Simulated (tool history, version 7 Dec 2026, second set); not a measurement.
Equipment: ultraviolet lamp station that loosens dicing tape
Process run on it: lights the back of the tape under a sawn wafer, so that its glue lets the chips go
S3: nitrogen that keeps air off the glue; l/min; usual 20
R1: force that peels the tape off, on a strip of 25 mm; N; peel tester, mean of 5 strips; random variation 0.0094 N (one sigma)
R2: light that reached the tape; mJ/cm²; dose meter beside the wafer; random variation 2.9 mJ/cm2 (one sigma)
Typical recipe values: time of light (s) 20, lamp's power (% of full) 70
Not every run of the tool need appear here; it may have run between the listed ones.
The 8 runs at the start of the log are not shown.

{"run": 9, "day": 10.367, "time of light (s)": 18, "lamp's power (% of full)": 70, "S3": 20, "R1": 0.665, "R2": 310}
{"run": 10, "day": 11.679, "time of light (s)": 18, "lamp's power (% of full)": 70, "S3": 20, "R1": 0.671, "R2": 309}
{"run": 11, "day": 12.808, "time of light (s)": 18, "lamp's power (% of full)": 70, "S3": 20, "R1": 0.692, "R2": 309}
{"run": 12, "day": 13.896, "time of light (s)": 18, "lamp's power (% of full)": 70, "S3": 20, "R1": 0.697, "R2": 305}
{"run": 13, "day": 15.942, "time of light (s)": 18, "lamp's power (% of full)": 70, "S3": 20, "R1": 0.749, "R2": 293}
{"day": 17.042, "done": "window cleaned of glue's vapour"}
{"run": 14, "day": 17.888, "time of light (s)": 20, "lamp's power (% of full)": 70, "S3": 20, "R1": 0.715, "R2": 293}
{"run": 15, "day": 19.5, "time of light (s)": 20, "lamp's power (% of full)": 70, "S3": 20, "R1": 0.751, "R2": 291}
{"run": 16, "day": 20.375, "time of light (s)": 12, "lamp's power (% of full)": 70, "S3": 20, "R1": 1.304, "R2": 170}
{"run": 17, "day": 22.2, "time of light (s)": 12, "lamp's power (% of full)": 70, "S3": 20, "R1": 1.36, "R2": 171}
{"run": 18, "day": 24.05, "time of light (s)": 20, "lamp's power (% of full)": 77, "S3": 7, "R1": 1.194, "R2": 303}
{"day": 25.721, "done": "window cleaned of glue's vapour, once more"}
{"run": 19, "day": 25.721, "time of light (s)": 20, "lamp's power (% of full)": 73, "S3": 7, "R1": 0.949, "R2": 362}
{"run": 20, "day": 26.929, "time of light (s)": 17, "lamp's power (% of full)": 77, "S3": 13, "R1": 0.841, "R2": 321}
{"run": 21, "day": 28.979, "time of light (s)": 35, "lamp's power (% of full)": 61, "S3": 20, "R1": 0.276, "R2": 520}
{"run": 22, "day": 30.208, "time of light (s)": 11, "lamp's power (% of full)": 83, "S3": 36, "R1": 0.799, "R2": 216}
{"run": 23, "day": 31.779, "time of light (s)": 11, "lamp's power (% of full)": 61, "S3": 36, "R1": 1.152, "R2": 156}
{"run": 24, "day": 33.154, "time of light (s)": 14, "lamp's power (% of full)": 71, "S3": 13, "R1": 1.187, "R2": 234}
{"run": 25, "day": 35.2, "time of light (s)": 14, "lamp's power (% of full)": 71, "S3": 13, "R1": 1.231, "R2": 228}
{"run": 26, "day": 36.817, "time of light (s)": 21, "lamp's power (% of full)": 70, "S3": 7, "R1": 1.073, "R2": 330}
{"run": 27, "day": 37.779, "time of light (s)": 37, "lamp's power (% of full)": 75, "S3": 8, "R1": 0.419, "R2": 603}
{"run": 28, "day": 38.988, "time of light (s)": 27, "lamp's power (% of full)": 91, "S3": 7, "R1": 0.588, "R2": 533}
{"run": 29, "day": 39.921, "time of light (s)": 27, "lamp's power (% of full)": 91, "S3": 7, "R1": 0.609, "R2": 521}
{"run": 30, "day": 41.108, "time of light (s)": 39, "lamp's power (% of full)": 70, "S3": 11, "R1": 0.385, "R2": 577}
{"run": 31, "day": 42.975, "time of light (s)": 37, "lamp's power (% of full)": 71, "S3": 20, "R1": 0.254, "R2": 544}
{"run": 32, "day": 44.112, "time of light (s)": 13, "lamp's power (% of full)": 70, "S3": 20, "R1": 1.193, "R2": 182}
{"run": 33, "day": 45.621, "time of light (s)": 32, "lamp's power (% of full)": 61, "S3": 20, "R1": 0.475, "R2": 390}

3 ways to go on from here, each from the tool as it stands after run 33. What would each give?
{"run": "A", "day": 47.708, "time of light (s)": 32, "lamp's power (% of full)": 61, "S3": 28, "R1": "?", "R2": "?"}
{"run": "B", "day": 47.708, "time of light (s)": 36, "lamp's power (% of full)": 70, "S3": 12, "R1": "?", "R2": "?"}
{"run": "C", "day": 47.708, "time of light (s)": 32, "lamp's power (% of full)": 77, "S3": 20, "R1": "?", "R2": "?"}

run=A R1=0.386 R2=376
run=B R1=0.454 R2=493
run=C R1=0.316 R2=476
Take away the tool's hidden state, keep each run's random variation, and the runs would have read:
run=A R1=0.158 R2=595
run=B R1=0.190 R2=777
run=C R1=0.131 R2=751
